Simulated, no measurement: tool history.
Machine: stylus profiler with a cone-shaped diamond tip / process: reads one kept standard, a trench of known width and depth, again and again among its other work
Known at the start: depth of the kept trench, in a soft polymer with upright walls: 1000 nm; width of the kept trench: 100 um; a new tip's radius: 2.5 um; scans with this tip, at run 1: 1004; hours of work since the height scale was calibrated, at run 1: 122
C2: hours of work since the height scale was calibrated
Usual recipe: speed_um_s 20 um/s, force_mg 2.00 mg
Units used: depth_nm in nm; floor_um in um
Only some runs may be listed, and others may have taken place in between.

run 1 hour=0.0 | speed_um_s=20 force_mg=2.00 | scans_with_this_tip=1004 C2=122 | depth_nm=1014.28 floor_um=95.74
run 2 hour=112.8 | speed_um_s=20 force_mg=2.00 | scans_with_this_tip=1498 C2=182 | depth_nm=1014.61 floor_um=95.70
run 3 hour=182.4 | speed_um_s=20 force_mg=2.00 | scans_with_this_tip=1803 C2=219 | depth_nm=1014.35 floor_um=95.66
run 4 hour=286.1 | speed_um_s=20 force_mg=0.90 | scans_with_this_tip=2257 C2=274 | depth_nm=1008.57 floor_um=95.51
run 5 hour=413.4 | speed_um_s=20 force_mg=0.90 | scans_with_this_tip=2815 C2=342 | depth_nm=1008.90 floor_um=95.36
run 6 hour=481.8 | speed_um_s=51 force_mg=2.00 | scans_with_this_tip=3114 C2=378 | depth_nm=1014.74 floor_um=95.34
run 7 hour=552.1 | speed_um_s=51 force_mg=2.00 | scans_with_this_tip=3422 C2=415 | depth_nm=1015.32 floor_um=95.26
run 8 hour=677.2 | speed_um_s=51 force_mg=2.00 | scans_with_this_tip=3970 C2=482 | depth_nm=1015.04 floor_um=95.19
run 9 hour=760.1 | speed_um_s=20 force_mg=2.95 | scans_with_this_tip=4332 C2=526 | depth_nm=1019.51 floor_um=95.22
run 10 hour=848.5 | speed_um_s=20 force_mg=2.00 | scans_with_this_tip=4719 C2=573 | depth_nm=1014.96 floor_um=95.21
run 11 hour=973.6 | speed_um_s=20 force_mg=2.00 | scans_with_this_tip=5267 C2=640 | depth_nm=1015.38 floor_um=95.16
run 12 hour=1041.7 | speed_um_s=20 force_mg=2.00 | scans_with_this_tip=5565 C2=676 | depth_nm=1015.57 floor_um=95.04
run 13 hour=1106.0 | speed_um_s=20 force_mg=2.00 | scans_with_this_tip=5847 C2=710 | depth_nm=1015.09 floor_um=95.04
run 14 hour=1212.0 | speed_um_s=20 force_mg=3.20 | scans_with_this_tip=6311 C2=766 | depth_nm=1020.69 floor_um=95.00
run 15 hour=1283.4 | speed_um_s=20 force_mg=3.20 | scans_with_this_tip=6624 C2=804 | depth_nm=1021.09 floor_um=94.89
run 16 hour=1342.9 | speed_um_s=20 force_mg=3.20 | scans_with_this_tip=6884 C2=836 | depth_nm=1021.32 floor_um=94.94
run 17 hour=1405.5 | speed_um_s=6 force_mg=2.76 | scans_with_this_tip=7158 C2=869 | depth_nm=1018.97 floor_um=94.92
-- hour=1411.6 height scale calibrated on a step standard
run 18 hour=1509.5 | speed_um_s=13 force_mg=3.23 | scans_with_this_tip=7611 C2=52 | depth_nm=1021.08 floor_um=94.76
run 19 hour=1616.3 | speed_um_s=20 force_mg=1.75 | scans_with_this_tip=8079 C2=109 | depth_nm=1015.33 floor_um=94.72
-- hour=1647.8 height scale calibrated on a step standard, once more
run 20 hour=1686.6 | speed_um_s=11 force_mg=1.15 | scans_with_this_tip=8384 C2=21 | depth_nm=1010.42 floor_um=94.70
run 21 hour=1813.7 | speed_um_s=11 force_mg=1.15 | scans_with_this_tip=8941 C2=88 | depth_nm=1010.42 floor_um=94.65
run 22 hour=1912.1 | speed_um_s=19 force_mg=1.69 | scans_with_this_tip=9372 C2=141 | depth_nm=1013.35 floor_um=94.53
run 23 hour=2030.6 | speed_um_s=19 force_mg=1.69 | scans_with_this_tip=9891 C2=203 | depth_nm=1013.47 floor_um=94.41
run 24 hour=2148.7 | speed_um_s=6 force_mg=1.49 | scans_with_this_tip=10408 C2=266 | depth_nm=1012.32 floor_um=94.40
run 25 hour=2200.7 | speed_um_s=6 force_mg=1.49 | scans_with_this_tip=10636 C2=294 | depth_nm=1012.55 floor_um=94.41
run 26 hour=2319.3 | speed_um_s=25 force_mg=1.25 | scans_with_this_tip=11155 C2=357 | depth_nm=1011.49 floor_um=94.24
run 27 hour=2406.0 | speed_um_s=25 force_mg=1.25 | scans_with_this_tip=11534 C2=403 | depth_nm=1011.59 floor_um=94.19
run 28 hour=2534.5 | speed_um_s=56 force_mg=1.86 | scans_with_this_tip=12097 C2=471 | depth_nm=1014.42 floor_um=93.96
run 29 hour=2639.0 | speed_um_s=6 force_mg=5.11 | scans_with_this_tip=12555 C2=527 | depth_nm=1027.74 floor_um=94.21
run 30 hour=2719.9 | speed_um_s=16 force_mg=5.25 | scans_with_this_tip=12909 C2=570 | depth_nm=1028.44 floor_um=94.07
run 31 hour=2808.2 | speed_um_s=16 force_mg=5.25 | scans_with_this_tip=13296 C2=617 | depth_nm=1028.31 floor_um=94.02
run 32 hour=2894.1 | speed_um_s=20 force_mg=1.03 | scans_with_this_tip=13672 C2=663 | depth_nm=1011.27 floor_um=93.94

How would selected steps in depth_nm from run to run divide? Give the signed amount a tool lacking its hidden state would still show from settings, what came in and random variation, and the signed amount left for the hidden state, including any gauge scatter that is not in both of the compared results.
The hidden state here: radius of the tip, um; height scale over the true one, %; drift of the gauge itself on depth_nm, %; drift of the gauge itself on floor_um, %.
Run 5 -> 6: speed_um_s 20 -> 51, force_mg 0.90 -> 2.00. depth_nm +5.84 nm: hidden state +0.07, all else +5.77.
Run 17 -> 18: speed_um_s 6 -> 13, force_mg 2.76 -> 3.23, height scale calibrated on a step standard. depth_nm +2.11 nm: hidden state +0.33, all else +1.78.
Run 19 -> 20: speed_um_s 20 -> 11, force_mg 1.75 -> 1.15, height scale calibrated on a step standard, once more. depth_nm -4.91 nm: hidden state -1.61, all else -3.30.
Run 27 -> 28: speed_um_s 25 -> 56, force_mg 1.25 -> 1.86. depth_nm +2.83 nm: hidden state +0.13, all else +2.70.
Run 28 -> 29: speed_um_s 56 -> 6, force_mg 1.86 -> 5.11. depth_nm +13.32 nm: hidden state +0.12, all else +13.20.
Run 31 -> 32: speed_um_s 16 -> 20, force_mg 5.25 -> 1.03. depth_nm -17.04 nm: hidden state +0.06, all else -17.10.
